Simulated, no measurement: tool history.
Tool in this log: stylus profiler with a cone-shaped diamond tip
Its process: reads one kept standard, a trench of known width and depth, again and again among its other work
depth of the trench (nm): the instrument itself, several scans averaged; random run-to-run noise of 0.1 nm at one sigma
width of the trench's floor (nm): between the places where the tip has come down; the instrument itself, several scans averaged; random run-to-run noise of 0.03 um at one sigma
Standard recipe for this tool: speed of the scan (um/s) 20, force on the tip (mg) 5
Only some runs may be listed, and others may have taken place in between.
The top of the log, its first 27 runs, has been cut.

run	hour	speed of the scan (um/s)	force on the tip (mg)	scans with this tip	hours of work since the height scale was calibrated	depth of the trench (nm)	width of the trench's floor (nm)
28	724.7	52	13.22	4411	35	205.56	17630
29	759.7	52	13.22	4573	50	205.53	17670
30	774.5	6	13.22	4642	56	205.57	17770
31	797	6	13.22	4746	66	205.57	17750
32	823.8	40	5	4871	77	202.94	17590
33	854.6	15	5	5013	91	203.03	17700
34	880.7	41	11.48	5135	102	205.01	17680
35	908.7	41	11.48	5265	114	205.05	17650
36	925.2	17	13.78	5341	121	205.7	17700
37	939.9	19	2.82	5410	127	201.89	17610
38	958.3	19	2.82	5495	135	201.83	17610
39	979.3	19	2.82	5592	144	201.86	17610
40	1010.1	23	9.08	5735	157	204.34	17640
41	1033.5	23	9.08	5844	167	204.26	17630
42	1058.6	8	5	5960	178	202.59	17640
43	1079.5	8	5	6057	187	202.69	17620
44	1098.9	8	5	6147	195	202.67	17630
45	1132.2	11	6.33	6302	210	203.24	17640
46	1153.6	9	3.55	6401	219	202.17	17630

Below are 4 alternative next runs, each starting from the tool's condition after run 46. Predict each:
A	1180.2	44	3.55	6525	230	?	?
B	1180.2	65	8.49	6525	230	?	?
C	1180.2	20	4.24	6525	230	?	?
D	1180.2	20	2.28	6525	230	?	?

run	depth of the trench (nm)	width of the trench's floor (nm)
A	202.18	17400
B	204.09	17420
C	202.44	17660
D	201.53	17610
Stripped of hidden state, with their random variation kept, the same runs would have yielded:
run	depth of the trench (nm)	width of the trench's floor (nm)
A	202.34	17780
B	204.26	17800
C	202.61	18040
D	201.69	17990
